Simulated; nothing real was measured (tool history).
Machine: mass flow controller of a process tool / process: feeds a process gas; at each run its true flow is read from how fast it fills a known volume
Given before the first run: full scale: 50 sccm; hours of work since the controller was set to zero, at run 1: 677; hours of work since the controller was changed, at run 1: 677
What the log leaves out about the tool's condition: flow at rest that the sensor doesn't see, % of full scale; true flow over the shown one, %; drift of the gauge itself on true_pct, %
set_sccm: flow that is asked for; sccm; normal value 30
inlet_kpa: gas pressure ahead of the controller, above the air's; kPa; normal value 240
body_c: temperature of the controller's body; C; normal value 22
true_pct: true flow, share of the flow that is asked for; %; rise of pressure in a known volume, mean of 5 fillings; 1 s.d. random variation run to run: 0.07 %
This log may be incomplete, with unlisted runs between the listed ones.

run,hour,set_sccm,inlet_kpa,body_c,hours of work since the controller was set to zero,hours of work since the controller was changed,true_pct
1,0.0,30,240,22,677,677,99.21
2,89.0,30,240,22,706,706,99.32
3,181.3,30,240,22,736,736,99.36
4,254.2,30,240,22,760,760,99.22
5,353.2,30,240,22,792,792,99.35
6,455.5,30,240,22,825,825,99.30
7,537.5,30,240,22,852,852,99.19
8,611.1,17,240,22,876,876,99.00
9,718.6,17,240,22,911,911,98.93
10,821.3,17,240,22,944,944,98.97
11,912.9,32,143,30,974,974,99.73
12,1020.5,23,143,23,1009,1009,99.46
13,1134.0,38,160,30,1045,1045,99.99
14,1190.7,6,144,22,1064,1064,98.81
15,1256.3,6,144,30,1085,1085,99.14
16,1348.7,39,144,30,1115,1115,99.98

Predict each of these 5 candidate next runs independently; none follows another, all start after run 16:
A,1444.0,46,151,22,1146,1146,?
B,1444.0,48,240,20,1146,1146,?
C,1444.0,39,169,30,1146,1146,?
D,1444.0,14,274,26,1146,1146,?
E,1444.0,18,166,31,1146,1146,?

run,true_pct
A,99.96
B,99.66
C,99.87
D,98.84
E,99.27
Without the tool's unlogged condition, the same runs would have read:
run,true_pct
A,99.96
B,99.66
C,99.87
D,98.84
E,99.27

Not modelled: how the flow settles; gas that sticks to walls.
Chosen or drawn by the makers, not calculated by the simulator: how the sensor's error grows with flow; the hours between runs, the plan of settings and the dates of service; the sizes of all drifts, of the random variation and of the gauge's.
